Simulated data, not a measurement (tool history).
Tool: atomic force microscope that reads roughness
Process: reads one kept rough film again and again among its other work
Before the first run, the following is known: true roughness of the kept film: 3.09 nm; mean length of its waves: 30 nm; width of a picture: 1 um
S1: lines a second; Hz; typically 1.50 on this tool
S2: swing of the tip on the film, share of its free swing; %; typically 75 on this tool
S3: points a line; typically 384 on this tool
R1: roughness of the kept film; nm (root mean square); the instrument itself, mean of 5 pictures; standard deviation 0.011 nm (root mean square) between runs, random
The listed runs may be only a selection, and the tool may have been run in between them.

run 1 hour=0.0 | S1=1.50 S2=75 S3=384 | R1=2.295
-- hour=21.4 new tip fitted
run 2 hour=28.2 | S1=1.50 S2=75 S3=384 | R1=2.311
run 3 hour=41.6 | S1=1.50 S2=75 S3=384 | R1=2.027
-- hour=52.6 new tip fitted
run 4 hour=68.9 | S1=3.43 S2=75 S3=384 | R1=1.961
-- hour=84.5 new tip fitted
run 5 hour=89.7 | S1=3.43 S2=75 S3=384 | R1=2.139
run 6 hour=105.4 | S1=3.43 S2=75 S3=384 | R1=1.832
-- hour=116.5 new tip fitted
run 7 hour=124.1 | S1=3.43 S2=75 S3=384 | R1=2.098
run 8 hour=141.5 | S1=1.50 S2=75 S3=384 | R1=1.952
-- hour=150.1 new tip fitted
run 9 hour=158.6 | S1=1.50 S2=84 S3=384 | R1=2.222
run 10 hour=172.8 | S1=0.76 S2=88 S3=649 | R1=2.010
-- hour=182.2 new tip fitted
run 11 hour=185.3 | S1=1.50 S2=61 S3=384 | R1=2.487
run 12 hour=198.4 | S1=1.50 S2=61 S3=384 | R1=2.196
-- hour=213.1 new tip fitted
run 13 hour=213.1 | S1=0.83 S2=75 S3=514 | R1=2.604
run 14 hour=237.6 | S1=1.50 S2=72 S3=392 | R1=1.960
-- hour=245.3 new tip fitted
run 15 hour=252.8 | S1=1.50 S2=72 S3=392 | R1=2.329

Predict each of these 4 candidate next runs independently; none follows another, all start after run 15:
run A hour=269.3 | S1=1.50 S2=75 S3=724 | R1=?
run B hour=269.3 | S1=2.16 S2=83 S3=661 | R1=?
run C hour=269.3 | S1=1.50 S2=72 S3=504 | R1=?
run D hour=269.3 | S1=1.50 S2=78 S3=392 | R1=?

run=A R1=1.961
run=B R1=1.802
run=C R1=1.976
run=D R1=1.918
With no hidden state in the tool, these same runs would have given:
run=A R1=2.531
run=B R1=2.326
run=C R1=2.550
run=D R1=2.477
